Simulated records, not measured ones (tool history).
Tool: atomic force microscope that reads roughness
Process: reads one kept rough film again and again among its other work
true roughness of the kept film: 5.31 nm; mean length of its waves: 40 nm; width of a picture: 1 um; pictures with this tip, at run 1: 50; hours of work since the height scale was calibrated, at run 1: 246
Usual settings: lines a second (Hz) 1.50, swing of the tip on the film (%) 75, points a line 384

| run | hour | lines a second (Hz) | swing of the tip on the film (%) | points a line | pictures with this tip | hours of work since the height scale was calibrated | roughness of the kept film (nm (root mean square)) |
|---|---|---|---|---|---|---|---|
| 1 | 0.0 | 1.50 | 75 | 384 | 50 | 246 | 4.397 |
| 2 | 10.5 | 1.50 | 75 | 384 | 67 | 254 | 4.363 |
| 3 | 19.4 | 1.50 | 68 | 384 | 82 | 261 | 4.489 |
| 4 | 25.9 | 1.15 | 75 | 384 | 92 | 266 | 4.404 |
| 5 | 34.8 | 1.15 | 62 | 384 | 107 | 273 | 4.540 |
| 6 | 40.9 | 1.50 | 75 | 384 | 117 | 277 | 4.234 |
| 7 | 50.6 | 1.50 | 75 | 384 | 132 | 285 | 4.226 |
| 8 | 59.1 | 0.52 | 75 | 384 | 146 | 291 | 4.500 |
| 9 | 65.1 | 0.52 | 75 | 384 | 156 | 296 | 4.484 |
| 10 | 75.6 | 0.52 | 75 | 384 | 173 | 304 | 4.448 |
| 11 | 81.5 | 0.52 | 75 | 384 | 182 | 309 | 4.422 |
| 12 | 88.3 | 3.94 | 75 | 384 | 193 | 314 | 3.562 |
| 13 | 96.4 | 3.94 | 75 | 384 | 206 | 320 | 3.566 |
|  | 105.2 | new tip fitted |
| 14 | 107.5 | 3.94 | 75 | 384 | 3 | 328 | 3.850 |
| 15 | 113.1 | 1.50 | 75 | 384 | 12 | 333 | 4.438 |
| 16 | 121.2 | 1.50 | 75 | 384 | 26 | 339 | 4.393 |
| 17 | 130.9 | 1.50 | 89 | 384 | 41 | 346 | 4.003 |
| 18 | 140.8 | 1.75 | 57 | 447 | 57 | 354 | 4.613 |
| 19 | 146.9 | 1.75 | 57 | 447 | 67 | 359 | 4.608 |
| 20 | 155.0 | 1.30 | 57 | 956 | 80 | 365 | 4.667 |
| 21 | 163.8 | 1.30 | 57 | 956 | 94 | 372 | 4.635 |
| 22 | 172.9 | 1.30 | 57 | 956 | 109 | 379 | 4.583 |
| 23 | 179.4 | 2.48 | 81 | 353 | 120 | 384 | 3.794 |
| 24 | 185.8 | 1.50 | 67 | 384 | 130 | 389 | 4.367 |
| 25 | 196.1 | 1.50 | 75 | 832 | 147 | 397 | 4.196 |
| 26 | 201.6 | 0.72 | 62 | 318 | 156 | 401 | 4.489 |
| 27 | 207.4 | 3.20 | 57 | 901 | 165 | 406 | 4.281 |
| 28 | 213.7 | 3.08 | 61 | 384 | 175 | 410 | 4.167 |

Run 29 comes next. What will it give?
| 29 | 223.9 | 2.70 | 67 | 384 | 192 | 418 | ? |

roughness of the kept film (nm (root mean square)): 4.088
Without the tool's hidden state the same run would have given roughness of the kept film (nm (root mean square)) 4.463.

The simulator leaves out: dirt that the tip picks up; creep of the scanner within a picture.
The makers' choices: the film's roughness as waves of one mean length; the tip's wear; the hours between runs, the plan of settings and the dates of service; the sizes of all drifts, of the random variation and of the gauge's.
